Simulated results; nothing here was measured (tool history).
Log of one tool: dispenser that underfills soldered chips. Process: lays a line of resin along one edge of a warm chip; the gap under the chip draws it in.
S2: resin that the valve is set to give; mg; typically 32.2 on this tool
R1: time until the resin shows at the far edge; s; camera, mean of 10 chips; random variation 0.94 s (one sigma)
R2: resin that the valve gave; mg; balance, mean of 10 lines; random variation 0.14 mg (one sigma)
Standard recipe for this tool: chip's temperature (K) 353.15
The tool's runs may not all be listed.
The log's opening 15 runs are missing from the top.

Run 16, hour 94.0: usual settings but chip's temperature (K) 355.15. Result: R1 125.3 s, R2 31.57 mg.
At hour 97.2: new syringe of resin.
Run 17, hour 103.5: usual settings but chip's temperature (K) 355.15. Result: R1 110.5 s, R2 31.11 mg.
Run 18, hour 108.9: usual settings. Result: R1 147.9 s, R2 31.27 mg.
At hour 110.0: new syringe of resin.
Run 19, hour 113.8: usual settings but chip's temperature (K) 363.15, S2 30.8 mg. Result: R1 68.2 s, R2 29.59 mg.
At hour 123.0: new syringe of resin.
Run 20, hour 123.3: usual settings but chip's temperature (K) 367.15, S2 41.3 mg. Result: R1 47.6 s, R2 39.64 mg.
Run 21, hour 132.4: usual settings but chip's temperature (K) 367.15, S2 41.3 mg. Result: R1 67.6 s, R2 39.34 mg.
At hour 136.0: new syringe of resin.
Run 22, hour 140.5: usual settings but chip's temperature (K) 367.15, S2 41.3 mg. Result: R1 56.3 s, R2 39.33 mg.
At hour 148.7: new syringe of resin.
Run 23, hour 148.7: usual settings but S2 31.4 mg. Result: R1 91.3 s, R2 30.01 mg.
Run 24, hour 156.0: usual settings but S2 31.4 mg. Result: R1 125.8 s, R2 29.59 mg.
At hour 161.5: new syringe of resin.
Run 25, hour 164.1: usual settings but S2 31.4 mg. Result: R1 105.8 s, R2 29.70 mg.
Run 26, hour 172.4: usual settings but S2 31.4 mg. Result: R1 147.6 s, R2 29.35 mg.
At hour 174.3: new syringe of resin.
Run 27, hour 179.3: usual settings but chip's temperature (K) 343.15, S2 29.1 mg. Result: R1 202.3 s, R2 27.09 mg.
Run 28, hour 184.1: usual settings but chip's temperature (K) 343.15, S2 38.7 mg. Result: R1 231.0 s, R2 35.92 mg.
At hour 187.2: new syringe of resin.
Run 29, hour 192.8: usual settings but chip's temperature (K) 343.15, S2 38.7 mg. Result: R1 196.3 s, R2 35.81 mg.
At hour 199.9: new syringe of resin.
Run 30, hour 201.0: usual settings but chip's temperature (K) 351.15, S2 27.4 mg. Result: R1 116.7 s, R2 25.06 mg.
Run 31, hour 209.8: usual settings but chip's temperature (K) 348.15, S2 32.1 mg. Result: R1 184.3 s, R2 29.57 mg.
At hour 212.6: new syringe of resin.
Run 32, hour 215.5: usual settings but chip's temperature (K) 361.15, S2 33.9 mg. Result: R1 69.4 s, R2 30.80 mg.
Run 33, hour 222.4: usual settings but chip's temperature (K) 355.15, S2 31.4 mg. Result: R1 129.5 s, R2 28.37 mg.
At hour 225.2: new syringe of resin.
Run 34, hour 228.3: usual settings but S2 39.4 mg. Result: R1 103.4 s, R2 35.68 mg.
Run 35, hour 234.5: usual settings but S2 39.4 mg. Result: R1 134.5 s, R2 35.38 mg.
At hour 238.0: new syringe of resin.
At hour 242.3: dispensing valve cleaned and set on the balance.
Run 36, hour 244.1: usual settings but chip's temperature (K) 347.15. Result: R1 157.7 s, R2 32.48 mg.

Consider 3 possible next runs. They are alternatives, not a sequence: every one starts from the tool as it was left by run 36. What does each give?
At hour 252.0: new syringe of resin.
Run A, hour 253.6: usual settings but chip's temperature (K) 344.15, S2 31.6 mg. Result: R1 ?, R2 ?.
At hour 252.0: new syringe of resin.
Run B, hour 253.6: usual settings but chip's temperature (K) 350.15, S2 31.4 mg. Result: R1 ?, R2 ?.
At hour 252.0: new syringe of resin.
Run C, hour 253.6: usual settings but chip's temperature (K) 347.15, S2 34.9 mg. Result: R1 ?, R2 ?.

run     R1     R2
  A  159.0  31.31
  B  115.1  31.21
  C  131.3  34.55
Stripped of hidden state, with their random variation kept, the same runs would have yielded:
run     R1     R2
  A  143.4  31.51
  B  103.9  31.41
  C  118.6  34.78

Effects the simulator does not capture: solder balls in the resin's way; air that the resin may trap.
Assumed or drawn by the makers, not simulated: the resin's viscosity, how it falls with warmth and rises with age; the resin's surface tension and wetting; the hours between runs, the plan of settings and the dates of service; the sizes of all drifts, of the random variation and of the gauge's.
